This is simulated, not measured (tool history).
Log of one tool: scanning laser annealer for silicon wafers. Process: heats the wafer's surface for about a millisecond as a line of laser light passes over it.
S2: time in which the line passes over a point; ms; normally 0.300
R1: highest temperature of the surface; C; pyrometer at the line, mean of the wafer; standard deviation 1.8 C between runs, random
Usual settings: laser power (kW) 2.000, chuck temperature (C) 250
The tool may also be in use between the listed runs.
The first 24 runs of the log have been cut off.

{"run": 25, "hour": 247.2, "laser power (kW)": 1.711, "S2": 0.347, "chuck temperature (C)": 268, "R1": 1007}
{"run": 26, "hour": 258.8, "laser power (kW)": 2.0, "S2": 0.334, "chuck temperature (C)": 261, "R1": 1114}
{"run": 27, "hour": 269.4, "laser power (kW)": 2.0, "S2": 0.261, "chuck temperature (C)": 285, "R1": 1031}
{"run": 28, "hour": 275.1, "laser power (kW)": 2.0, "S2": 0.3, "chuck temperature (C)": 246, "R1": 1052}
{"run": 29, "hour": 285.1, "laser power (kW)": 2.0, "S2": 0.3, "chuck temperature (C)": 259, "R1": 1066}
{"run": 30, "hour": 292.8, "laser power (kW)": 2.0, "S2": 0.336, "chuck temperature (C)": 250, "R1": 1104}
{"run": 31, "hour": 300.9, "laser power (kW)": 2.0, "S2": 0.234, "chuck temperature (C)": 250, "R1": 952}
{"run": 32, "hour": 314.4, "laser power (kW)": 1.861, "S2": 0.35, "chuck temperature (C)": 223, "R1": 1032}
{"run": 33, "hour": 328.0, "laser power (kW)": 1.861, "S2": 0.35, "chuck temperature (C)": 223, "R1": 1030}
{"run": 34, "hour": 341.7, "laser power (kW)": 2.043, "S2": 0.22, "chuck temperature (C)": 262, "R1": 957}
{"run": 35, "hour": 349.2, "laser power (kW)": 2.124, "S2": 0.349, "chuck temperature (C)": 225, "R1": 1149}
{"run": 36, "hour": 359.3, "laser power (kW)": 1.739, "S2": 0.343, "chuck temperature (C)": 226, "R1": 966}
{"run": 37, "hour": 366.6, "laser power (kW)": 1.722, "S2": 0.344, "chuck temperature (C)": 248, "R1": 982}
{"run": 38, "hour": 376.1, "laser power (kW)": 2.13, "S2": 0.323, "chuck temperature (C)": 219, "R1": 1108}
{"run": 39, "hour": 383.2, "laser power (kW)": 2.13, "S2": 0.323, "chuck temperature (C)": 219, "R1": 1106}
{"run": 40, "hour": 394.4, "laser power (kW)": 2.13, "S2": 0.323, "chuck temperature (C)": 219, "R1": 1103}
{"run": 41, "hour": 405.7, "laser power (kW)": 1.873, "S2": 0.254, "chuck temperature (C)": 275, "R1": 953}
{"run": 42, "hour": 413.2, "laser power (kW)": 1.756, "S2": 0.283, "chuck temperature (C)": 247, "R1": 917}

Each row is a separate what-if for the run after 42, all from the same tool condition, not one after another. Results?
{"run": "A", "hour": 420.8, "laser power (kW)": 2.108, "S2": 0.235, "chuck temperature (C)": 250, "R1": "?"}
{"run": "B", "hour": 420.8, "laser power (kW)": 1.963, "S2": 0.233, "chuck temperature (C)": 267, "R1": "?"}
{"run": "C", "hour": 420.8, "laser power (kW)": 1.882, "S2": 0.283, "chuck temperature (C)": 247, "R1": "?"}

run=A R1=985
run=B R1=948
run=C R1=974
Without the tool's hidden state the same runs would have given:
run=A R1=1003
run=B R1=964
run=C R1=991
